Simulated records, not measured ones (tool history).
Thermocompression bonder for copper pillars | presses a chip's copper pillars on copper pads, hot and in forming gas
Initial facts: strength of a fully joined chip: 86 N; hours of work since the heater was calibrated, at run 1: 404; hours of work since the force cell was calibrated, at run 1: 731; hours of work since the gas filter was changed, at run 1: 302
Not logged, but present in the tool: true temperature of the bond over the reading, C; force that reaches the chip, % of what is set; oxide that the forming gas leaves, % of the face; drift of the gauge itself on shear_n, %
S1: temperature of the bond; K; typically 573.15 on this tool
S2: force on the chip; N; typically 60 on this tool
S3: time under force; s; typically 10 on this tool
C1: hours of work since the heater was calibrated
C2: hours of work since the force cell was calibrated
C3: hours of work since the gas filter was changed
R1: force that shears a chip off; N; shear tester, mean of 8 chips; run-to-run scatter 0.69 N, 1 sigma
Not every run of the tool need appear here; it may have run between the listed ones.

run	day	S1	S2	S3	C1	C2	C3	R1
1	0.000	573.15	60	10	404	731	302	44.1
2	1.042	573.15	60	10	421	749	320	43.8
# day 1.838: forming gas filter changed
3	1.838	573.15	60	10	434	762	0	47.4
4	2.971	573.15	60	10	453	780	19	48.1
5	4.088	573.15	60	10	472	799	37	48.2
6	5.208	573.15	60	10	490	818	56	48.6
7	5.950	573.15	60	29	503	830	68	62.8
8	6.571	573.15	60	29	513	840	79	62.6
9	7.471	573.15	60	29	528	855	94	62.8
10	8.162	573.15	60	29	539	867	105	61.9
11	8.925	573.15	60	29	552	879	118	61.3
12	9.667	573.15	60	10	564	892	130	45.9
13	10.462	573.15	67	10	578	905	143	50.8
14	11.438	573.15	67	10	594	921	160	51.7
15	12.579	573.15	67	10	613	940	179	50.7
16	13.425	557.15	59	5	627	954	193	28.9
17	14.554	557.15	59	5	646	973	211	28.1
18	15.483	591.15	36	11	661	988	227	34.1
19	16.588	591.15	36	17	679	1007	245	39.8
# day 16.746: heater calibrated with a thermocouple chip
20	17.721	591.15	36	17	16	1024	263	37.4
21	18.212	589.15	52	9	24	1032	271	43.2
22	18.942	565.15	60	10	36	1044	283	39.0
23	19.725	592.15	60	12	50	1058	296	54.0
24	20.638	560.15	60	12	65	1073	311	38.7
25	21.617	560.15	60	12	81	1089	327	39.1
# day 22.008: forming gas filter changed
26	22.208	560.15	60	12	90	1098	3	44.6
# day 23.362: heater calibrated with a thermocouple chip, once more
27	23.362	560.15	60	12	0	1116	21	47.2
28	24.488	599.15	56	12	19	1135	40	61.8
29	25.454	599.15	56	12	35	1151	56	62.4
30	26.288	599.15	60	29	49	1165	70	75.2

4 options for the next run, each taken on its own from the tool as it stands now. Forecast them:
A	27.150	546.15	60	10	63	1179	84	?
B	27.150	573.15	60	15	63	1179	84	?
C	27.150	559.15	85	27	63	1179	84	?
D	27.150	577.15	56	15	63	1179	84	?

run	R1
A	36.7
B	55.8
C	71.1
D	55.0
Without the tool's hidden state the same runs would have given:
run	R1
A	35.4
B	54.7
C	71.1
D	53.8
